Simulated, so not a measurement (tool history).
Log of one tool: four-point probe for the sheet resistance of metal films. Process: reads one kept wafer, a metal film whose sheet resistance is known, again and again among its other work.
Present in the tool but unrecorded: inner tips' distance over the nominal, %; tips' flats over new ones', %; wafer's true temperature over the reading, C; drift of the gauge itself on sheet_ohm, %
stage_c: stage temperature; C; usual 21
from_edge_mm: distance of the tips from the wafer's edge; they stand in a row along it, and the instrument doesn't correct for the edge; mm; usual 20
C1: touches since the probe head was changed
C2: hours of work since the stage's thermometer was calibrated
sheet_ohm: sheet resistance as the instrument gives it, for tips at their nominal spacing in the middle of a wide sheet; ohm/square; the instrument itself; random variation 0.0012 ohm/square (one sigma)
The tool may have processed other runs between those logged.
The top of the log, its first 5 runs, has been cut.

run 6 hour=122.6 | stage_c=21 from_edge_mm=20 | C1=40936 C2=611 | sheet_ohm=6.203088
run 7 hour=141.5 | stage_c=21 from_edge_mm=20 | C1=41537 C2=625 | sheet_ohm=6.206080
run 8 hour=174.0 | stage_c=21 from_edge_mm=20 | C1=42571 C2=649 | sheet_ohm=6.207477
run 9 hour=204.1 | stage_c=21 from_edge_mm=20 | C1=43528 C2=671 | sheet_ohm=6.210069
run 10 hour=220.9 | stage_c=21 from_edge_mm=16 | C1=44062 C2=683 | sheet_ohm=6.211592
run 11 hour=247.6 | stage_c=21 from_edge_mm=6 | C1=44910 C2=702 | sheet_ohm=6.231499
run 12 hour=276.0 | stage_c=21 from_edge_mm=6 | C1=45815 C2=723 | sheet_ohm=6.233922
run 13 hour=305.1 | stage_c=26 from_edge_mm=20 | C1=46738 C2=744 | sheet_ohm=6.243583
run 14 hour=334.2 | stage_c=29 from_edge_mm=20 | C1=47665 C2=766 | sheet_ohm=6.261052
run 15 hour=362.4 | stage_c=21 from_edge_mm=4 | C1=48562 C2=786 | sheet_ohm=6.266629
run 16 hour=376.9 | stage_c=21 from_edge_mm=4 | C1=49022 C2=797 | sheet_ohm=6.268074
run 17 hour=402.4 | stage_c=21 from_edge_mm=4 | C1=49832 C2=815 | sheet_ohm=6.269303
run 18 hour=417.1 | stage_c=21 from_edge_mm=4 | C1=50301 C2=826 | sheet_ohm=6.267866
run 19 hour=433.8 | stage_c=27 from_edge_mm=4 | C1=50832 C2=838 | sheet_ohm=6.304422
run 20 hour=454.3 | stage_c=27 from_edge_mm=4 | C1=51482 C2=853 | sheet_ohm=6.304505
run 21 hour=477.2 | stage_c=21 from_edge_mm=14 | C1=52211 C2=870 | sheet_ohm=6.224427
run 22 hour=502.7 | stage_c=32 from_edge_mm=63 | C1=53023 C2=888 | sheet_ohm=6.284359

What will run 23 give?
run 23 hour=517.2 | stage_c=22 from_edge_mm=18 | C1=53482 C2=899 | sheet_ohm=?

sheet_ohm: 6.231066 ohm/square
Take away the tool's hidden state, keep the run-to-run variation as it was, and the same run would have given sheet_ohm 6.141134 ohm/square.
